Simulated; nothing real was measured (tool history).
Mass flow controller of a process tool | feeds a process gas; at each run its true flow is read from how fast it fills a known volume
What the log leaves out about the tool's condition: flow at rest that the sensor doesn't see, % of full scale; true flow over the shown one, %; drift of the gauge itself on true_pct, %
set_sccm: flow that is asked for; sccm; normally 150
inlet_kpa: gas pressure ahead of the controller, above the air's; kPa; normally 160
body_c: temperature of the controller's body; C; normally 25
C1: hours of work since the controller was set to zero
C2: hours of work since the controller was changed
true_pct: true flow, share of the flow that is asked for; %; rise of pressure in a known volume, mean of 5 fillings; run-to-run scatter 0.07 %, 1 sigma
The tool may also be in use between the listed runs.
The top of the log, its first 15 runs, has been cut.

{"run": 16, "day": 63.733, "set_sccm": 150, "inlet_kpa": 160, "body_c": 25, "C1": 2307, "C2": 2307, "true_pct": 99.89}
{"run": 17, "day": 66.5, "set_sccm": 150, "inlet_kpa": 245, "body_c": 25, "C1": 2333, "C2": 2333, "true_pct": 99.36}
{"run": 18, "day": 69.417, "set_sccm": 150, "inlet_kpa": 245, "body_c": 25, "C1": 2360, "C2": 2360, "true_pct": 99.35}
{"run": 19, "day": 72.879, "set_sccm": 60, "inlet_kpa": 245, "body_c": 38, "C1": 2392, "C2": 2392, "true_pct": 99.64}
{"run": 20, "day": 78.608, "set_sccm": 60, "inlet_kpa": 245, "body_c": 38, "C1": 2446, "C2": 2446, "true_pct": 99.88}
{"run": 21, "day": 81.579, "set_sccm": 150, "inlet_kpa": 180, "body_c": 25, "C1": 2473, "C2": 2473, "true_pct": 99.84}
{"run": 22, "day": 85.0, "set_sccm": 150, "inlet_kpa": 180, "body_c": 25, "C1": 2505, "C2": 2505, "true_pct": 99.86}
{"run": 23, "day": 87.571, "set_sccm": 72, "inlet_kpa": 259, "body_c": 25, "C1": 2529, "C2": 2529, "true_pct": 100.27}
{"run": 24, "day": 93.562, "set_sccm": 72, "inlet_kpa": 259, "body_c": 25, "C1": 2585, "C2": 2585, "true_pct": 100.3}
{"day": 94.042, "done": "controller's zero set anew"}
{"run": 25, "day": 97.746, "set_sccm": 150, "inlet_kpa": 160, "body_c": 32, "C1": 35, "C2": 2624, "true_pct": 100.28}
{"run": 26, "day": 102.412, "set_sccm": 150, "inlet_kpa": 160, "body_c": 32, "C1": 78, "C2": 2667, "true_pct": 100.2}
{"run": 27, "day": 106.017, "set_sccm": 100, "inlet_kpa": 210, "body_c": 38, "C1": 112, "C2": 2701, "true_pct": 100.26}
{"run": 28, "day": 109.092, "set_sccm": 454, "inlet_kpa": 186, "body_c": 29, "C1": 140, "C2": 2730, "true_pct": 100.84}
{"run": 29, "day": 114.538, "set_sccm": 60, "inlet_kpa": 155, "body_c": 25, "C1": 191, "C2": 2780, "true_pct": 103.13}
{"day": 114.988, "done": "controller's zero set anew, once more"}
{"run": 30, "day": 120.325, "set_sccm": 248, "inlet_kpa": 266, "body_c": 25, "C1": 50, "C2": 2834, "true_pct": 98.99}
{"run": 31, "day": 124.008, "set_sccm": 248, "inlet_kpa": 266, "body_c": 25, "C1": 84, "C2": 2868, "true_pct": 99.07}
{"run": 32, "day": 129.171, "set_sccm": 187, "inlet_kpa": 265, "body_c": 33, "C1": 132, "C2": 2916, "true_pct": 98.38}
{"run": 33, "day": 134.812, "set_sccm": 187, "inlet_kpa": 265, "body_c": 33, "C1": 185, "C2": 2969, "true_pct": 98.36}
{"run": 34, "day": 139.696, "set_sccm": 210, "inlet_kpa": 151, "body_c": 25, "C1": 230, "C2": 3015, "true_pct": 99.73}
{"run": 35, "day": 145.767, "set_sccm": 210, "inlet_kpa": 151, "body_c": 25, "C1": 287, "C2": 3071, "true_pct": 99.74}
{"run": 36, "day": 151.092, "set_sccm": 140, "inlet_kpa": 151, "body_c": 36, "C1": 337, "C2": 3121, "true_pct": 98.83}

3 ways to go on from here, each from the tool as it stands after run 36. What would each give?
{"run": "A", "day": 156.679, "set_sccm": 135, "inlet_kpa": 276, "body_c": 25, "C1": 389, "C2": 3173, "true_pct": "?"}
{"run": "B", "day": 156.679, "set_sccm": 221, "inlet_kpa": 227, "body_c": 20, "C1": 389, "C2": 3173, "true_pct": "?"}
{"run": "C", "day": 156.679, "set_sccm": 444, "inlet_kpa": 154, "body_c": 34, "C1": 389, "C2": 3173, "true_pct": "?"}

run=A true_pct=98.8
run=B true_pct=99.65
run=C true_pct=100.31
Take away the tool's hidden state, keep each run's random variation, and the runs would have read:
run=A true_pct=97.48
run=B true_pct=98.55
run=C true_pct=99.37
